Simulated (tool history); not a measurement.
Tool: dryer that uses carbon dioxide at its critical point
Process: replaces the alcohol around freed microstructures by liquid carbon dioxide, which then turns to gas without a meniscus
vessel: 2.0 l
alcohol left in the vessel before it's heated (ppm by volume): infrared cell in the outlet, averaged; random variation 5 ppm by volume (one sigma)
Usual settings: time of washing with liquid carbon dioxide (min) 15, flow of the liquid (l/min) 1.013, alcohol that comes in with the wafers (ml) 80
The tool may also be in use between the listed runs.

run,hour,time of washing with liquid carbon dioxide (min),flow of the liquid (l/min),alcohol that comes in with the wafers (ml),alcohol left in the vessel before it's heated (ppm by volume)
1,0.0,15,1.013,80,37
2,11.6,15,1.013,80,40
3,33.9,15,1.013,20,37
4,55.0,15,1.013,20,20
5,75.5,15,1.013,20,42
6,89.9,15,1.013,20,50
7,109.5,15,1.013,20,42
8,119.8,15,1.013,20,42
9,139.1,15,1.013,80,74
10,152.9,15,1.013,80,75
11,174.8,15,1.130,80,74
12,197.9,15,1.130,80,71
13,219.2,15,1.013,80,88
14,238.3,21,1.013,104,72
15,260.3,21,1.310,33,72
16,284.4,21,1.310,33,70
17,307.2,10,1.500,80,104
18,327.7,10,1.500,80,103
19,344.7,10,0.790,35,518
20,368.5,10,0.790,35,522
21,389.9,21,0.630,21,117
22,408.2,14,0.800,36,188
23,426.5,15,1.070,30,115
24,443.6,23,1.630,31,111
25,464.8,23,1.630,31,102

Some steps in alcohol left in the vessel before it's heated (ppm by volume) between neighbouring runs. How much of each would the tool show without its hidden state too (settings, what came in, random variation), and how much is left for the hidden state, with any gauge scatter that isn't in both results?
The hidden state here: flow that reaches the vessel past the clogged filter, %; alcohol in the recycled carbon dioxide, ppm; drift of the gauge itself on alcohol_ppm, %.
Run 18 -> 19: flow of the liquid (l/min) 1.500 -> 0.790, alcohol that comes in with the wafers (ml) 80 -> 35. alcohol left in the vessel before it's heated (ppm by volume) +415: hidden state +56, all else +359.
Run 20 -> 21: time of washing with liquid carbon dioxide (min) 10 -> 21, flow of the liquid (l/min) 0.790 -> 0.630, alcohol that comes in with the wafers (ml) 35 -> 21. alcohol left in the vessel before it's heated (ppm by volume) -405: hidden state -51, all else -354.
